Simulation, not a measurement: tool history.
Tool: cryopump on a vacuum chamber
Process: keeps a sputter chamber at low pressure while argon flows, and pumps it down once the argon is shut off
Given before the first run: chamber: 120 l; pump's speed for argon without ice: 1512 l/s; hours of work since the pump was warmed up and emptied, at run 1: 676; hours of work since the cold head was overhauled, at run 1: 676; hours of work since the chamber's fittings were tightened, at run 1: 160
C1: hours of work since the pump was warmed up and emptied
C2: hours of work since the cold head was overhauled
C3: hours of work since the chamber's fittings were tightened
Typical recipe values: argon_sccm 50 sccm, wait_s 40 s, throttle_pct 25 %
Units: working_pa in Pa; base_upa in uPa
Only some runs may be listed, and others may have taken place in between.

{"run": 1, "hour": 0.0, "argon_sccm": 50, "wait_s": 40, "throttle_pct": 25, "C1": 676, "C2": 676, "C3": 160, "working_pa": 0.2367, "base_upa": 1.26}
{"run": 2, "hour": 16.3, "argon_sccm": 50, "wait_s": 26, "throttle_pct": 25, "C1": 687, "C2": 687, "C3": 171, "working_pa": 0.2356, "base_upa": 1.69}
{"run": 3, "hour": 30.3, "argon_sccm": 39, "wait_s": 40, "throttle_pct": 25, "C1": 696, "C2": 696, "C3": 180, "working_pa": 0.1836, "base_upa": 1.26}
{"run": 4, "hour": 57.9, "argon_sccm": 50, "wait_s": 40, "throttle_pct": 25, "C1": 714, "C2": 714, "C3": 198, "working_pa": 0.2379, "base_upa": 1.3}
{"run": 5, "hour": 86.6, "argon_sccm": 50, "wait_s": 40, "throttle_pct": 25, "C1": 733, "C2": 733, "C3": 217, "working_pa": 0.2377, "base_upa": 1.37}
{"run": 6, "hour": 115.5, "argon_sccm": 20, "wait_s": 40, "throttle_pct": 25, "C1": 752, "C2": 752, "C3": 236, "working_pa": 0.0944, "base_upa": 1.36}
{"run": 7, "hour": 130.7, "argon_sccm": 44, "wait_s": 40, "throttle_pct": 25, "C1": 762, "C2": 762, "C3": 246, "working_pa": 0.2086, "base_upa": 1.42}
{"run": 8, "hour": 146.8, "argon_sccm": 50, "wait_s": 40, "throttle_pct": 25, "C1": 773, "C2": 773, "C3": 257, "working_pa": 0.2386, "base_upa": 1.4}
{"run": 9, "hour": 163.3, "argon_sccm": 50, "wait_s": 40, "throttle_pct": 25, "C1": 784, "C2": 784, "C3": 268, "working_pa": 0.2389, "base_upa": 1.4}
{"run": 10, "hour": 192.0, "argon_sccm": 50, "wait_s": 40, "throttle_pct": 25, "C1": 803, "C2": 803, "C3": 287, "working_pa": 0.2401, "base_upa": 1.42}
{"run": 11, "hour": 216.1, "argon_sccm": 50, "wait_s": 40, "throttle_pct": 25, "C1": 819, "C2": 819, "C3": 303, "working_pa": 0.239, "base_upa": 1.44}
{"run": 12, "hour": 232.0, "argon_sccm": 50, "wait_s": 40, "throttle_pct": 38, "C1": 829, "C2": 829, "C3": 313, "working_pa": 0.1635, "base_upa": 1.51}
{"run": 13, "hour": 247.3, "argon_sccm": 50, "wait_s": 40, "throttle_pct": 25, "C1": 839, "C2": 839, "C3": 324, "working_pa": 0.2405, "base_upa": 1.5}
{"run": 14, "hour": 270.0, "argon_sccm": 50, "wait_s": 152, "throttle_pct": 25, "C1": 854, "C2": 854, "C3": 339, "working_pa": 0.2396, "base_upa": 0.94}
{"run": 15, "hour": 286.6, "argon_sccm": 50, "wait_s": 152, "throttle_pct": 25, "C1": 865, "C2": 865, "C3": 350, "working_pa": 0.2402, "base_upa": 0.96}
{"run": 16, "hour": 304.0, "argon_sccm": 50, "wait_s": 40, "throttle_pct": 25, "C1": 877, "C2": 877, "C3": 361, "working_pa": 0.2408, "base_upa": 1.62}
{"run": 17, "hour": 317.3, "argon_sccm": 50, "wait_s": 40, "throttle_pct": 25, "C1": 886, "C2": 886, "C3": 370, "working_pa": 0.2425, "base_upa": 1.61}
{"run": 18, "hour": 342.0, "argon_sccm": 50, "wait_s": 40, "throttle_pct": 25, "C1": 902, "C2": 902, "C3": 386, "working_pa": 0.2429, "base_upa": 1.63}
{"run": 19, "hour": 364.2, "argon_sccm": 65, "wait_s": 22, "throttle_pct": 37, "C1": 917, "C2": 917, "C3": 401, "working_pa": 0.2212, "base_upa": 2.29}
{"run": 20, "hour": 376.8, "argon_sccm": 50, "wait_s": 78, "throttle_pct": 38, "C1": 925, "C2": 925, "C3": 409, "working_pa": 0.1657, "base_upa": 1.34}
{"run": 21, "hour": 391.3, "argon_sccm": 50, "wait_s": 78, "throttle_pct": 38, "C1": 934, "C2": 934, "C3": 419, "working_pa": 0.166, "base_upa": 1.27}
{"run": 22, "hour": 408.8, "argon_sccm": 67, "wait_s": 52, "throttle_pct": 57, "C1": 946, "C2": 946, "C3": 430, "working_pa": 0.1569, "base_upa": 1.5}
{"run": 23, "hour": 424.9, "argon_sccm": 67, "wait_s": 52, "throttle_pct": 57, "C1": 957, "C2": 957, "C3": 441, "working_pa": 0.1573, "base_upa": 1.52}
{"run": 24, "hour": 446.2, "argon_sccm": 72, "wait_s": 40, "throttle_pct": 25, "C1": 971, "C2": 971, "C3": 455, "working_pa": 0.3493, "base_upa": 1.79}
{"run": 25, "hour": 473.7, "argon_sccm": 50, "wait_s": 40, "throttle_pct": 27, "C1": 989, "C2": 989, "C3": 473, "working_pa": 0.2272, "base_upa": 1.77}
{"run": 26, "hour": 499.2, "argon_sccm": 50, "wait_s": 40, "throttle_pct": 27, "C1": 1006, "C2": 1006, "C3": 490, "working_pa": 0.2292, "base_upa": 1.84}
{"run": 27, "hour": 521.8, "argon_sccm": 50, "wait_s": 40, "throttle_pct": 27, "C1": 1021, "C2": 1021, "C3": 505, "working_pa": 0.2288, "base_upa": 1.86}
{"run": 28, "hour": 549.8, "argon_sccm": 50, "wait_s": 40, "throttle_pct": 23, "C1": 1039, "C2": 1039, "C3": 524, "working_pa": 0.2647, "base_upa": 1.88}
{"run": 29, "hour": 572.5, "argon_sccm": 34, "wait_s": 59, "throttle_pct": 23, "C1": 1054, "C2": 1054, "C3": 539, "working_pa": 0.1815, "base_upa": 1.65}
{"run": 30, "hour": 584.2, "argon_sccm": 33, "wait_s": 86, "throttle_pct": 45, "C1": 1062, "C2": 1062, "C3": 546, "working_pa": 0.0967, "base_upa": 1.51}
{"run": 31, "hour": 610.8, "argon_sccm": 33, "wait_s": 86, "throttle_pct": 45, "C1": 1080, "C2": 1080, "C3": 564, "working_pa": 0.0976, "base_upa": 1.56}
{"run": 32, "hour": 631.8, "argon_sccm": 33, "wait_s": 86, "throttle_pct": 36, "C1": 1094, "C2": 1094, "C3": 578, "working_pa": 0.1185, "base_upa": 1.54}
{"run": 33, "hour": 644.8, "argon_sccm": 33, "wait_s": 197, "throttle_pct": 17, "C1": 1102, "C2": 1102, "C3": 586, "working_pa": 0.2331, "base_upa": 1.4}
{"run": 34, "hour": 657.1, "argon_sccm": 23, "wait_s": 197, "throttle_pct": 41, "C1": 1110, "C2": 1110, "C3": 594, "working_pa": 0.0743, "base_upa": 1.44}
{"run": 35, "hour": 674.7, "argon_sccm": 23, "wait_s": 197, "throttle_pct": 41, "C1": 1122, "C2": 1122, "C3": 606, "working_pa": 0.074, "base_upa": 1.45}

Here are 3 independent what-if runs from the current tool condition. What would each one return?
{"run": "A", "hour": 688.9, "argon_sccm": 28, "wait_s": 94, "throttle_pct": 50, "C1": 1131, "C2": 1131, "C3": 616, "working_pa": "?", "base_upa": "?"}
{"run": "B", "hour": 688.9, "argon_sccm": 61, "wait_s": 40, "throttle_pct": 25, "C1": 1131, "C2": 1131, "C3": 616, "working_pa": "?", "base_upa": "?"}
{"run": "C", "hour": 688.9, "argon_sccm": 92, "wait_s": 57, "throttle_pct": 28, "C1": 1131, "C2": 1131, "C3": 616, "working_pa": "?", "base_upa": "?"}

run=A working_pa=0.0753 base_upa=1.66
run=B working_pa=0.3043 base_upa=2.07
run=C working_pa=0.4131 base_upa=1.87
Without the tool's unlogged condition, the same runs would have read:
run=A working_pa=0.0614 base_upa=0.57
run=B working_pa=0.2739 base_upa=0.99
run=C working_pa=0.3673 base_upa=0.77

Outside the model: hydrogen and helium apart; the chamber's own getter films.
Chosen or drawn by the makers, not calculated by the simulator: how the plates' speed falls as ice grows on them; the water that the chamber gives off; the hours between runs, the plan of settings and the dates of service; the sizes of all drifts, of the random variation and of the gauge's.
